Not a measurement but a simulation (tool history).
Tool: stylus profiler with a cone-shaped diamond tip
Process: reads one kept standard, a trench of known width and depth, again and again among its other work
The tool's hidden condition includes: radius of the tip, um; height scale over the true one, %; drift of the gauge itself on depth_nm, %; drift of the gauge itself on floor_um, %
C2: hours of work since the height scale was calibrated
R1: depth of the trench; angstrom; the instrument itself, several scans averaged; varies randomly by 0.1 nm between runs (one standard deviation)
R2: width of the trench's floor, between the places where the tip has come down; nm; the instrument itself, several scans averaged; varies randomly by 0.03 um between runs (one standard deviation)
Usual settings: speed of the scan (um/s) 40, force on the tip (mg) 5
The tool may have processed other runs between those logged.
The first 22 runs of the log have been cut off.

run 23 hour=654.9 | speed_of_the_scan_(um/s)=20 force_on_the_tip_(mg)=8.64 | scans_with_this_tip=11782 C2=909 | R1=1035.6 R2=18000
run 24 hour=690.9 | speed_of_the_scan_(um/s)=20 force_on_the_tip_(mg)=8.64 | scans_with_this_tip=12137 C2=936 | R1=1037.4 R2=17930
run 25 hour=716.1 | speed_of_the_scan_(um/s)=14 force_on_the_tip_(mg)=7.25 | scans_with_this_tip=12386 C2=956 | R1=1033.1 R2=17970
run 26 hour=756.4 | speed_of_the_scan_(um/s)=127 force_on_the_tip_(mg)=5 | scans_with_this_tip=12783 C2=986 | R1=1026 R2=17640
run 27 hour=782.9 | speed_of_the_scan_(um/s)=127 force_on_the_tip_(mg)=5 | scans_with_this_tip=13044 C2=1006 | R1=1026.9 R2=17580
run 28 hour=802.5 | speed_of_the_scan_(um/s)=14 force_on_the_tip_(mg)=1.73 | scans_with_this_tip=13237 C2=1021 | R1=1015.2 R2=17850
run 29 hour=838.8 | speed_of_the_scan_(um/s)=70 force_on_the_tip_(mg)=2.54 | scans_with_this_tip=13595 C2=1049 | R1=1020.9 R2=17700
run 30 hour=874 | speed_of_the_scan_(um/s)=59 force_on_the_tip_(mg)=2.4 | scans_with_this_tip=13942 C2=1076 | R1=1017.2 R2=17650
run 31 hour=894 | speed_of_the_scan_(um/s)=20 force_on_the_tip_(mg)=5.87 | scans_with_this_tip=14139 C2=1091 | R1=1028.4 R2=17830
run 32 hour=924.2 | speed_of_the_scan_(um/s)=113 force_on_the_tip_(mg)=10.35 | scans_with_this_tip=14436 C2=1114 | R1=1042.4 R2=17650
run 33 hour=943.5 | speed_of_the_scan_(um/s)=11 force_on_the_tip_(mg)=8.15 | scans_with_this_tip=14627 C2=1128 | R1=1036 R2=17890
run 34 hour=961.3 | speed_of_the_scan_(um/s)=11 force_on_the_tip_(mg)=8.15 | scans_with_this_tip=14802 C2=1142 | R1=1036.4 R2=17870
run 35 hour=978.6 | speed_of_the_scan_(um/s)=59 force_on_the_tip_(mg)=2.96 | scans_with_this_tip=14973 C2=1155 | R1=1020.9 R2=17620
run 36 hour=997.6 | speed_of_the_scan_(um/s)=97 force_on_the_tip_(mg)=4.82 | scans_with_this_tip=15160 C2=1170 | R1=1028 R2=17570
run 37 hour=1016.3 | speed_of_the_scan_(um/s)=17 force_on_the_tip_(mg)=5 | scans_with_this_tip=15344 C2=1184 | R1=1028.5 R2=17770

Branching from run 37: 3 alternative next runs. What would each branch give?
run A hour=1042.1 | speed_of_the_scan_(um/s)=55 force_on_the_tip_(mg)=5 | scans_with_this_tip=15599 C2=1203 | R1=? R2=?
run B hour=1042.1 | speed_of_the_scan_(um/s)=53 force_on_the_tip_(mg)=6 | scans_with_this_tip=15599 C2=1203 | R1=? R2=?
run C hour=1042.1 | speed_of_the_scan_(um/s)=49 force_on_the_tip_(mg)=3.04 | scans_with_this_tip=15599 C2=1203 | R1=? R2=?

run=A R1=1029.7 R2=17650
run=B R1=1030.7 R2=17730
run=C R1=1022.7 R2=17620
Take away the tool's hidden state, keep each run's random variation, and the runs would have read:
run=A R1=1022.8 R2=18580
run=B R1=1023.9 R2=18650
run=C R1=1016 R2=18550
